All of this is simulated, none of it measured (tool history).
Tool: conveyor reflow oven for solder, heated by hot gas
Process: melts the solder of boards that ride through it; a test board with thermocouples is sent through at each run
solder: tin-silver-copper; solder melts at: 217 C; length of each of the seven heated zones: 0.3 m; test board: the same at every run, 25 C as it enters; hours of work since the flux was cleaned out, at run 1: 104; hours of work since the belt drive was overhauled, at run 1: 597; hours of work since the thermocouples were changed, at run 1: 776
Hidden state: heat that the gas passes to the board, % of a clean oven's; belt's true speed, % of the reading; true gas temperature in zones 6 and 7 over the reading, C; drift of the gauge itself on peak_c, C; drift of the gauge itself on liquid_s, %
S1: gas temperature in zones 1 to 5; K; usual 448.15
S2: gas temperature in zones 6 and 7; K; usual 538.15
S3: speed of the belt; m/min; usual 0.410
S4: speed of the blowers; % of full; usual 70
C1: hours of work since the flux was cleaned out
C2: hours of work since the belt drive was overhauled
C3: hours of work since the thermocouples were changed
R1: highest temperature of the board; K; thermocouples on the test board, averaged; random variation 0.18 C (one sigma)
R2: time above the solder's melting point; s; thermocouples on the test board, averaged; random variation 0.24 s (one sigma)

run	day	S1	S2	S3	S4	C1	C2	C3	R1	R2
1	0.000	448.15	538.15	0.410	70	104	597	776	523.85	65.1
2	1.142	448.15	538.15	0.410	70	121	614	793	523.95	65.2
3	2.025	448.15	538.15	0.410	70	134	627	806	523.55	64.9
4	2.646	448.15	538.15	0.405	70	143	636	815	523.75	66.5
5	3.488	448.15	538.15	0.405	70	155	649	827	523.45	66.6
6	4.775	448.15	538.15	0.410	70	174	668	846	523.45	64.9
7	5.862	448.15	538.15	0.410	70	190	683	862	523.55	65.1
8	6.838	448.15	538.15	0.431	70	205	698	877	521.95	59.7
9	7.725	448.15	538.15	0.431	70	218	711	890	521.55	59.5
10	9.217	448.15	538.15	0.410	70	240	733	912	522.95	64.5
11	10.525	448.15	538.15	0.410	70	259	752	931	522.85	64.7
12	11.192	448.15	538.15	0.410	70	269	762	941	522.95	64.3
13	12.192	448.15	538.15	0.389	70	283	777	955	524.25	69.4
# day 12.912: thermocouples of zones 6 and 7 changed
14	13.567	448.15	538.15	0.389	70	302	796	10	522.85	68.4
15	15.046	448.15	538.15	0.389	70	324	817	31	522.65	68.6
16	15.742	448.15	538.15	0.389	70	334	827	42	522.65	68.2
17	16.775	448.15	538.15	0.389	70	349	843	57	522.95	68.5
18	17.671	448.15	550.15	0.369	87	363	856	70	537.75	84.9
19	18.900	448.15	550.15	0.369	87	381	874	88	537.05	84.0
# day 20.200: flux residue cleaned out of gas plates and filters
20	20.221	439.15	538.15	0.410	70	0	890	104	522.45	60.6
21	21.654	439.15	538.15	0.410	70	21	911	125	521.85	60.7
22	23.025	439.15	538.15	0.410	70	42	931	146	521.75	60.4
23	24.500	445.15	527.15	0.412	69	63	953	167	512.65	52.7
24	25.646	445.15	538.15	0.410	70	80	970	184	522.95	63.5
25	26.550	435.15	538.15	0.410	86	93	983	197	523.85	61.9
26	27.288	444.15	552.15	0.410	53	104	994	208	530.15	68.4
27	28.196	444.15	552.15	0.410	53	118	1007	222	530.35	68.0
28	29.117	458.15	552.15	0.353	53	131	1021	235	537.95	93.6
29	30.271	458.15	552.15	0.353	53	148	1038	252	538.05	94.0
30	30.921	458.15	552.15	0.353	53	158	1048	262	537.85	93.6
31	32.208	458.15	552.15	0.353	53	176	1066	281	538.15	93.5

How the hidden state differs across the entries between the runs, from the last listed run before each to the first after it:
Between runs 13 and 14: thermocouples of zones 6 and 7 changed (day 12.912)
  heat that the gas passes to the board, % of a clean oven's: 91 -> 90.5; belt's true speed, % of the reading: 98.78 -> 98.75; true gas temperature in zones 6 and 7 over the reading, C: 1.46 -> -0.08
  measured less the result without the state, R1: -0.30 -> -1.70 K; R2: +0.1 -> -1.3 s
Between runs 19 and 20: flux residue cleaned out of gas plates and filters (day 20.200)
  heat that the gas passes to the board, % of a clean oven's: 88.4 -> 99.7; belt's true speed, % of the reading: 98.62 -> 98.6; true gas temperature in zones 6 and 7 over the reading, C: 0.01 -> 0.03
  measured less the result without the state, R1: -2.30 -> +0.50 K; R2: -0.6 -> +1.4 s
